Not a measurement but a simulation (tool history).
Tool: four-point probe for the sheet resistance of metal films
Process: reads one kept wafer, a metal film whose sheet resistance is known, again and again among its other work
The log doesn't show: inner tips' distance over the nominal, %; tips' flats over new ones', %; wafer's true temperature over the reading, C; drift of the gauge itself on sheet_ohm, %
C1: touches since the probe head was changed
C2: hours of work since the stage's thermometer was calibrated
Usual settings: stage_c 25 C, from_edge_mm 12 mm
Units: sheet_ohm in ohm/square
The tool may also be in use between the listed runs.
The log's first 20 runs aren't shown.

{"run": 21, "hour": 358.6, "stage_c": 25, "from_edge_mm": 20, "C1": 50086, "C2": 24, "sheet_ohm": 0.199183}
{"run": 22, "hour": 374.8, "stage_c": 25, "from_edge_mm": 8, "C1": 50735, "C2": 35, "sheet_ohm": 0.200483}
{"run": 23, "hour": 393.2, "stage_c": 28, "from_edge_mm": 36, "C1": 51473, "C2": 47, "sheet_ohm": 0.199329}
{"run": 24, "hour": 415.8, "stage_c": 19, "from_edge_mm": 53, "C1": 52375, "C2": 62, "sheet_ohm": 0.197833}
{"hour": 434.6, "done": "stage's thermometer calibrated, once more"}
{"run": 25, "hour": 440.8, "stage_c": 19, "from_edge_mm": 53, "C1": 53358, "C2": 4, "sheet_ohm": 0.197855}
{"run": 26, "hour": 455.6, "stage_c": 29, "from_edge_mm": 12, "C1": 53952, "C2": 14, "sheet_ohm": 0.200068}
{"run": 27, "hour": 468.5, "stage_c": 29, "from_edge_mm": 12, "C1": 54467, "C2": 23, "sheet_ohm": 0.200034}
{"run": 28, "hour": 490.2, "stage_c": 29, "from_edge_mm": 12, "C1": 55335, "C2": 37, "sheet_ohm": 0.200123}
{"run": 29, "hour": 510.6, "stage_c": 26, "from_edge_mm": 19, "C1": 56151, "C2": 51, "sheet_ohm": 0.199213}
{"run": 30, "hour": 532.7, "stage_c": 34, "from_edge_mm": 12, "C1": 57036, "C2": 65, "sheet_ohm": 0.200775}
{"run": 31, "hour": 544.3, "stage_c": 19, "from_edge_mm": 49, "C1": 57502, "C2": 73, "sheet_ohm": 0.197789}
{"run": 32, "hour": 563.7, "stage_c": 19, "from_edge_mm": 11, "C1": 58279, "C2": 86, "sheet_ohm": 0.198654}
{"run": 33, "hour": 585.5, "stage_c": 33, "from_edge_mm": 19, "C1": 59149, "C2": 101, "sheet_ohm": 0.200225}
{"run": 34, "hour": 611.0, "stage_c": 26, "from_edge_mm": 52, "C1": 60171, "C2": 118, "sheet_ohm": 0.198865}
{"run": 35, "hour": 625.2, "stage_c": 21, "from_edge_mm": 52, "C1": 60740, "C2": 127, "sheet_ohm": 0.19805}
{"run": 36, "hour": 638.9, "stage_c": 21, "from_edge_mm": 52, "C1": 61286, "C2": 136, "sheet_ohm": 0.198114}
{"run": 37, "hour": 650.7, "stage_c": 30, "from_edge_mm": 53, "C1": 61759, "C2": 144, "sheet_ohm": 0.199479}
{"run": 38, "hour": 669.6, "stage_c": 30, "from_edge_mm": 35, "C1": 62515, "C2": 157, "sheet_ohm": 0.1996}
{"run": 39, "hour": 686.1, "stage_c": 22, "from_edge_mm": 11, "C1": 63176, "C2": 168, "sheet_ohm": 0.199078}
{"run": 40, "hour": 710.6, "stage_c": 25, "from_edge_mm": 6, "C1": 64157, "C2": 184, "sheet_ohm": 0.201625}
{"run": 41, "hour": 724.0, "stage_c": 20, "from_edge_mm": 6, "C1": 64694, "C2": 193, "sheet_ohm": 0.200822}
{"run": 42, "hour": 749.5, "stage_c": 20, "from_edge_mm": 6, "C1": 65715, "C2": 210, "sheet_ohm": 0.200777}
{"run": 43, "hour": 775.3, "stage_c": 22, "from_edge_mm": 6, "C1": 66746, "C2": 227, "sheet_ohm": 0.201117}
{"run": 44, "hour": 799.8, "stage_c": 23, "from_edge_mm": 12, "C1": 67727, "C2": 243, "sheet_ohm": 0.19904}

Forecast each of these 3 alternatives for the next run:
{"run": "A", "hour": 815.2, "stage_c": 20, "from_edge_mm": 68, "C1": 68343, "C2": 254, "sheet_ohm": "?"}
{"run": "B", "hour": 815.2, "stage_c": 34, "from_edge_mm": 36, "C1": 68343, "C2": 254, "sheet_ohm": "?"}
{"run": "C", "hour": 815.2, "stage_c": 29, "from_edge_mm": 4, "C1": 68343, "C2": 254, "sheet_ohm": "?"}

run=A sheet_ohm=0.197862
run=B sheet_ohm=0.200034
run=C sheet_ohm=0.205742
Without the tool's hidden state the same runs would have given:
run=A sheet_ohm=0.198342
run=B sheet_ohm=0.200523
run=C sheet_ohm=0.206242

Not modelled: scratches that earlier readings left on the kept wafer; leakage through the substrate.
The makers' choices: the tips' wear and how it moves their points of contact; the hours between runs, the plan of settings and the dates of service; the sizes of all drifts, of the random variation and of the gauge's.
